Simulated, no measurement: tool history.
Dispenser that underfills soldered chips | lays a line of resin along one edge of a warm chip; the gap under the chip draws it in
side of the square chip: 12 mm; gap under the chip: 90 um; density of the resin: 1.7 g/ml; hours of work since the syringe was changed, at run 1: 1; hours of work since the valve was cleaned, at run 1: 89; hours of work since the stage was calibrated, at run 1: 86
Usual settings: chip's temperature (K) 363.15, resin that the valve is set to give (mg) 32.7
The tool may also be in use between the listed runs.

run   hour  chip's temperature (K)  resin that the valve is set to give (mg)  hours of work since the syringe was changed  hours of work since the valve was cleaned  hours of work since the stage was calibrated  time until the resin shows at the far edge (s)  resin that the valve gave (mg)
  1      0                  363.15                                      32.7                                            1                                         89                                            86                                           103.1                           30.78
  2    3.1                  363.15                                      32.7                                            3                                         92                                            89                                           112.5                           30.93
  3    6.7                  363.15                                      32.7                                            6                                         94                                            92                                           123.7                           30.79
  4   10.9                  363.15                                      32.4                                            9                                         98                                            95                                           135.8                           30.47
      14.1  -- new syringe of resin
  5   15.8                  363.15                                      32.4                                            1                                        101                                            98                                           107.4                           30.33
  6   20.3                  363.15                                        39                                            5                                        105                                           102                                           111.7                            36.3
  7   26.6                  363.15                                      32.7                                           10                                        109                                           107                                           135.7                           30.87
      28.4  -- dispensing valve cleaned and set on the balance
      30.2  -- new syringe of resin
  8   32.1                  363.15                                      32.7                                            1                                          3                                           110                                           104.4                           32.55
  9   36.2                  363.15                                      33.6                                            5                                          6                                           113                                           114.9                           33.65
 10   40.6                  363.15                                      33.6                                            8                                          9                                           116                                           127.8                           33.63
      45.5  -- new syringe of resin
 11     46                  363.15                                      33.6                                            0                                         13                                           120                                           102.6                           33.46
 12   53.5                  363.15                                      33.6                                            6                                         19                                           126                                           121.1                           33.46
      60.8  -- new syringe of resin
 13   60.8                  363.15                                      33.6                                            0                                         24                                           132                                            97.8                           33.14
 14   63.8                  370.15                                      32.7                                            2                                         27                                           134                                            84.8                           32.32
 15   69.6                  370.15                                      32.7                                            7                                         31                                           138                                            97.5                           32.18
 16   73.9                  370.15                                      32.7                                           10                                         34                                           142                                           107.7                           31.89
      75.9  -- new syringe of resin
 17   77.9                  363.15                                      32.7                                            2                                         37                                           145                                           103.9                           32.11
 18   84.5                  363.15                                      28.9                                            7                                         42                                           150                                           129.2                           28.16
 19     88                  363.15                                      28.9                                            9                                         45                                           152                                           138.9                           28.25
      91.1  -- new syringe of resin
 20   93.1                  363.15                                      28.9                                            2                                         49                                           156                                           108.9                           28.21
 21   96.7                  367.15                                      32.7                                            4                                         51                                           159                                           101.1                           31.55
 22  103.4                  348.15                                      31.3                                            9                                         57                                           164                                             230                           30.24
     105.9  -- new syringe of resin
 23  107.3                  359.15                                      36.3                                            1                                         59                                           167                                           117.5                           35.07
 24  113.1                  353.15                                      29.6                                            6                                         64                                           171                                           171.4                           28.49
 25  119.5                  372.15                                      34.7                                           10                                         69                                           176                                           102.3                           33.22
     120.8  -- new syringe of resin
 26  123.1                  363.15                                        41                                            2                                         71                                           179                                           108.3                           39.55
 27  128.1                  373.15                                      42.4                                            6                                         75                                           183                                            86.8                           40.31
 28  132.9                  352.15                                      35.6                                            9                                         79                                           186                                           200.5                           34.06
     135.6  -- new syringe of resin
 29  139.1                  359.15                                      40.9                                            3                                         83                                           191                                           122.5                           38.83
 30  145.9                  354.15                                        42                                            8                                         89                                           196                                           166.8                           39.73
 31  149.9                  363.15                                        33                                           11                                         92                                           199                                           141.9                           31.44
     150.8  -- new syringe of resin
 32  155.4                  348.15                                        41                                            4                                         96                                           203                                           185.9                           38.54
 33  160.8                  358.15                                      39.1                                            8                                        100                                           207                                           151.1                           36.94
     165.7  -- new syringe of resin
 34  168.4                  358.15                                      34.6                                            2                                        106                                           213                                           126.7                           32.48
 35  171.9                  353.15                                      32.4                                            5                                        108                                           216                                           166.3                           30.28
     175.5  -- dispensing valve cleaned and set on the balance
 36  176.2                  352.15                                      32.4                                            7                                          1                                           218                                           185.5                           32.49
 37  180.7                  371.15                                      32.4                                           11                                          4                                           222                                           110.1                           32.01

Hidden state or all else? Some run-to-run changes of time until the resin shows at the far edge (s), split into what the settings, what came in and random variation would give without the hidden state, and what is left for the hidden state (with any gauge scatter that isn't in both results):
The hidden state here: resin's viscosity, % of fresh resin's; dose that the valve gives, % of what is set; true chip temperature over the reading, C; drift of the gauge itself on fill_s, %; drift of the gauge itself on given_mg, %.
Run 21 -> 22: chip's temperature (K) 367.15 -> 348.15, resin that the valve is set to give (mg) 32.7 -> 31.3. time until the resin shows at the far edge (s) +128.9: hidden state +43.4, all else +85.5.
Run 22 -> 23: chip's temperature (K) 348.15 -> 359.15, resin that the valve is set to give (mg) 31.3 -> 36.3, new syringe of resin. time until the resin shows at the far edge (s) -112.5: hidden state -53.7, all else -58.8.
Run 27 -> 28: chip's temperature (K) 373.15 -> 352.15, resin that the valve is set to give (mg) 42.4 -> 35.6. time until the resin shows at the far edge (s) +113.7: hidden state +36.7, all else +77.
Run 28 -> 29: chip's temperature (K) 352.15 -> 359.15, resin that the valve is set to give (mg) 35.6 -> 40.9, new syringe of resin. time until the resin shows at the far edge (s) -78: hidden state -45.6, all else -32.4.
